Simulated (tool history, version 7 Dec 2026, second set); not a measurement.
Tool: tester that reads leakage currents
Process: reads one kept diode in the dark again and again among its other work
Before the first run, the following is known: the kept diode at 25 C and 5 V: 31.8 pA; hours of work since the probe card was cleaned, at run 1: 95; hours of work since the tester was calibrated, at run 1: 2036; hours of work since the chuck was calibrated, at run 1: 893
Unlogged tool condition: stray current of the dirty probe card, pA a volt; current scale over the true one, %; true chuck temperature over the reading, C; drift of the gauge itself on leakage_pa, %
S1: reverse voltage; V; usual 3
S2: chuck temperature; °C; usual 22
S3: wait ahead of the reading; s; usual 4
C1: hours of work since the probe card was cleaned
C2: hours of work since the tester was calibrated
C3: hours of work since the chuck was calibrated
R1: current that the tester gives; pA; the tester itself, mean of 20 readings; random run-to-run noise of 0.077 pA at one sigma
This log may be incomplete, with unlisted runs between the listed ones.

| run | hour | S1 | S2 | S3 | C1 | C2 | C3 | R1 |
|---|---|---|---|---|---|---|---|---|
| 1 | 0 | 3 | 22 | 4 | 95 | 2036 | 893 | 21.69 |
| 2 | 61.7 | 3.86 | 22 | 4 | 132 | 2073 | 930 | 24.12 |
| 3 | 101.9 | 1.56 | 22 | 4 | 156 | 2097 | 955 | 16.3 |
| 4 | 190.8 | 3 | 22 | 4 | 210 | 2151 | 1009 | 21.95 |
| 5 | 257.2 | 3 | 22 | 4 | 251 | 2191 | 1049 | 22 |
| 6 | 313.1 | 3 | 22 | 4 | 284 | 2225 | 1083 | 22.08 |
| 7 | 381.1 | 3 | 22 | 4 | 326 | 2266 | 1124 | 22.4 |
| 8 | 440.6 | 3 | 22 | 4 | 362 | 2302 | 1160 | 22.26 |
|  | 448.3 | probe card cleaned and baked |
| 9 | 519.3 | 3 | 22 | 4 | 43 | 2348 | 1206 | 22.75 |
| 10 | 576.9 | 3 | 22 | 4 | 78 | 2383 | 1241 | 22.91 |
| 11 | 617.5 | 3 | 22 | 4 | 103 | 2408 | 1265 | 22.89 |
|  | 640.9 | probe card cleaned and baked, once more |
| 12 | 690.4 | 3 | 22 | 4 | 30 | 2450 | 1308 | 22.51 |
| 13 | 738.5 | 3 | 22 | 4 | 59 | 2479 | 1337 | 22.27 |
| 14 | 816.4 | 1.55 | 23 | 7.26 | 106 | 2527 | 1384 | 18.72 |
| 15 | 861.3 | 2.57 | 22 | 7.26 | 134 | 2554 | 1411 | 21.19 |
| 16 | 938.4 | 3 | 29 | 4 | 180 | 2601 | 1458 | 42.19 |
| 17 | 998.3 | 3 | 30 | 4 | 217 | 2637 | 1494 | 46.09 |
| 18 | 1049.2 | 9.87 | 30 | 0.37 | 247 | 2668 | 1525 | 80.03 |
| 19 | 1142 | 9.87 | 30 | 0.37 | 304 | 2724 | 1581 | 81.53 |
| 20 | 1195.4 | 9.87 | 30 | 0.37 | 336 | 2756 | 1614 | 81.72 |
| 21 | 1239.8 | 9.87 | 30 | 0.37 | 363 | 2783 | 1641 | 81.54 |
| 22 | 1286.2 | 9.87 | 30 | 0.37 | 391 | 2811 | 1669 | 81.97 |
| 23 | 1339.1 | 8.83 | 32 | 0.67 | 423 | 2843 | 1701 | 90.69 |

4 ways to go on from here, each from the tool as it stands after run 23. What would each give?
| A | 1409.7 | 3 | 22 | 1.3 | 466 | 2886 | 1744 | ? |
| B | 1409.7 | 3 | 31 | 4 | 466 | 2886 | 1744 | ? |
| C | 1409.7 | 16.07 | 22 | 0.5 | 466 | 2886 | 1744 | ? |
| D | 1409.7 | 3.22 | 32 | 0.67 | 466 | 2886 | 1744 | ? |

| run | R1 |
|---|---|
| A | 23.89 |
| B | 51.79 |
| C | 54.38 |
| D | 58.46 |
The same runs, with their run-to-run variation unchanged, on a tool lacking any hidden condition would have given:
| run | R1 |
|---|---|
| A | 19.73 |
| B | 43.72 |
| C | 44.04 |
| D | 49.51 |

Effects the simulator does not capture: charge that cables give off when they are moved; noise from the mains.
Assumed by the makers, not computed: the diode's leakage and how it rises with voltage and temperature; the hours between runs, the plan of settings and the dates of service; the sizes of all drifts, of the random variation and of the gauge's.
